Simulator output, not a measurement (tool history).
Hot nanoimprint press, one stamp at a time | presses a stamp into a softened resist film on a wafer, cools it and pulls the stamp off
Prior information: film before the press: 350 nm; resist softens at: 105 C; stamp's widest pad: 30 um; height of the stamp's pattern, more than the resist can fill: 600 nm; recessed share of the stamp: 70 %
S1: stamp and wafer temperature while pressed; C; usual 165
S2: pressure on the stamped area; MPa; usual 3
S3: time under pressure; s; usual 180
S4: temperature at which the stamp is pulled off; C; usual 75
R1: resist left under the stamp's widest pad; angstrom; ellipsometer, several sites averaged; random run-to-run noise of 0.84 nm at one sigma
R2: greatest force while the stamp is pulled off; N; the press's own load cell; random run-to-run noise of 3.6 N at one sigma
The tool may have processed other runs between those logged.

run	hour	S1	S2	S3	S4	R1	R2
1	0	165	3	180	75	1739	200
2	11.6	165	3	180	75	1733	190
3	30.4	165	3	180	75	1725	201
4	50.1	165	3	180	75	1725	193
5	60.4	154	3	180	75	2418	199
6	79.4	154	3	180	75	2421	194
7	93.5	165	3	180	71	1729	203
8	111.9	165	3	180	71	1724	208
9	132.6	165	3	180	83	1713	167
10	151.5	165	3	180	83	1713	167
11	164.6	165	3	180	83	1720	170
12	179.3	165	3	180	75	1708	190
13	191.1	165	3	180	75	1711	199
14	207.6	165	3	180	75	1708	195
# hour 211.9: plate thermocouple calibrated
15	225	165	3	180	75	1708	195
16	235.7	165	3.96	116	77	1755	197
17	251.3	172	4.58	93	74	1397	201
18	267.3	166	4.58	93	75	1695	196
19	285.5	162	4.58	93	70	1921	220
# hour 299.1: plate thermocouple calibrated, once more
20	309.3	165	2	180	80	2100	189
21	318.5	164	2.51	336	80	1583	193
22	329.9	158	2.2	205	62	2352	246
23	345.5	176	3.89	155	60	1120	245
24	359.6	174	2.79	153	76	1404	202
25	378	174	2.79	153	76	1425	200
26	386.4	169	3	180	74	1519	203
27	397.2	165	3.96	217	74	1437	211
28	406.2	156	3.96	250	81	1887	186
29	414.6	156	2.19	250	81	2385	180
30	424.9	165	1.84	152	75	2261	207

Forecast each of these 3 alternatives for the next run:
A	444.6	170	1.84	114	68	?	?
B	444.6	165	3	97	75	?	?
C	444.6	165	3	186	75	?	?

run	R1	R2
A	2129	224
B	2113	209
C	1702	204
With no hidden state in the tool, these same runs would have given:
run	R1	R2
A	2123	195
B	2098	182
C	1688	178
